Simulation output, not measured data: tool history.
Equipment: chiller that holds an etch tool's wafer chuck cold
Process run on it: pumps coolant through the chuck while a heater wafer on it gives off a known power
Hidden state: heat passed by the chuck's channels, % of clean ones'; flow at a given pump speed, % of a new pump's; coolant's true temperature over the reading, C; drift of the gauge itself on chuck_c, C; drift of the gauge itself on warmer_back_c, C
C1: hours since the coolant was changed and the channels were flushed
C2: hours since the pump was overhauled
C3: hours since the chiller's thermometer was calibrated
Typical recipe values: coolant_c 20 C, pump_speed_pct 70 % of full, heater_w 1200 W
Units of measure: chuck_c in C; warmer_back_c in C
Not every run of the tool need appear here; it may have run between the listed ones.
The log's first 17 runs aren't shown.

Run 18, day 52.467: usual settings but pump_speed_pct 83 % of full, heater_w 1130 W; C1 1348; C2 4150; C3 2861. Result: chuck_c 32.4 C, warmer_back_c 5.01 C.
Run 19, day 55.350: usual settings but coolant_c 11 C; C1 1417; C2 4219; C3 2930. Result: chuck_c 25.7 C, warmer_back_c 6.36 C.
Run 20, day 59.625: usual settings but coolant_c 12 C, heater_w 925 W; C1 1520; C2 4322; C3 3032. Result: chuck_c 23.6 C, warmer_back_c 4.87 C.
At day 62.771: chiller's thermometer calibrated.
Run 21, day 63.100: usual settings but coolant_c 29 C, pump_speed_pct 81 % of full; C1 1602; C2 4405; C3 8. Result: chuck_c 42.1 C, warmer_back_c 5.52 C.
Run 22, day 65.483: usual settings but coolant_c 29 C, pump_speed_pct 81 % of full; C1 1659; C2 4462; C3 65. Result: chuck_c 42.0 C, warmer_back_c 5.51 C.
Run 23, day 68.383: usual settings but coolant_c 29 C, pump_speed_pct 81 % of full; C1 1729; C2 4531; C3 135. Result: chuck_c 42.6 C, warmer_back_c 5.49 C.
Run 24, day 72.579: usual settings but coolant_c 29 C, pump_speed_pct 81 % of full; C1 1830; C2 4632; C3 235. Result: chuck_c 42.3 C, warmer_back_c 5.52 C.
Run 25, day 76.362: usual settings but coolant_c 12 C, pump_speed_pct 84 % of full, heater_w 1356 W; C1 1920; C2 4723; C3 326. Result: chuck_c 26.5 C, warmer_back_c 6.02 C.
Run 26, day 78.708: usual settings but coolant_c 14 C, pump_speed_pct 85 % of full, heater_w 1075 W; C1 1977; C2 4779; C3 382. Result: chuck_c 25.6 C, warmer_back_c 4.74 C.
Run 27, day 82.025: usual settings but coolant_c 22 C, pump_speed_pct 89 % of full, heater_w 1490 W; C1 2056; C2 4859; C3 462. Result: chuck_c 37.6 C, warmer_back_c 6.32 C.
Run 28, day 86.229: usual settings but pump_speed_pct 72 % of full; C1 2157; C2 4960; C3 563. Result: chuck_c 34.6 C, warmer_back_c 6.33 C.
Run 29, day 89.717: usual settings but coolant_c 11 C; C1 2241; C2 5043; C3 647. Result: chuck_c 25.9 C, warmer_back_c 6.59 C.
Run 30, day 92.842: usual settings but coolant_c 11 C, heater_w 1226 W; C1 2316; C2 5118; C3 722. Result: chuck_c 26.4 C, warmer_back_c 6.65 C.
Run 31, day 96.629: usual settings but coolant_c 11 C, heater_w 1226 W; C1 2407; C2 5209; C3 813. Result: chuck_c 26.4 C, warmer_back_c 6.75 C.
Run 32, day 99.117: usual settings but coolant_c 11 C, pump_speed_pct 81 % of full, heater_w 978 W; C1 2466; C2 5269; C3 872. Result: chuck_c 22.4 C, warmer_back_c 4.57 C.

Alternative continuations, all from the tool just after run 32; predict every row:
Run A, day 102.171: usual settings but coolant_c 18 C; C1 2540; C2 5342; C3 946. Result: chuck_c ?, warmer_back_c ?.
Run B, day 102.171: usual settings but pump_speed_pct 69 % of full; C1 2540; C2 5342; C3 946. Result: chuck_c ?, warmer_back_c ?.
Run C, day 102.171: usual settings but heater_w 1031 W; C1 2540; C2 5342; C3 946. Result: chuck_c ?, warmer_back_c ?.

run  chuck_c  warmer_back_c
  A     32.9           6.61
  B     35.1           6.72
  C     33.0           5.68
Without the tool's hidden state the same runs would have given:
run  chuck_c  warmer_back_c
  A     30.8           5.58
  B     32.9           5.68
  C     31.1           4.80

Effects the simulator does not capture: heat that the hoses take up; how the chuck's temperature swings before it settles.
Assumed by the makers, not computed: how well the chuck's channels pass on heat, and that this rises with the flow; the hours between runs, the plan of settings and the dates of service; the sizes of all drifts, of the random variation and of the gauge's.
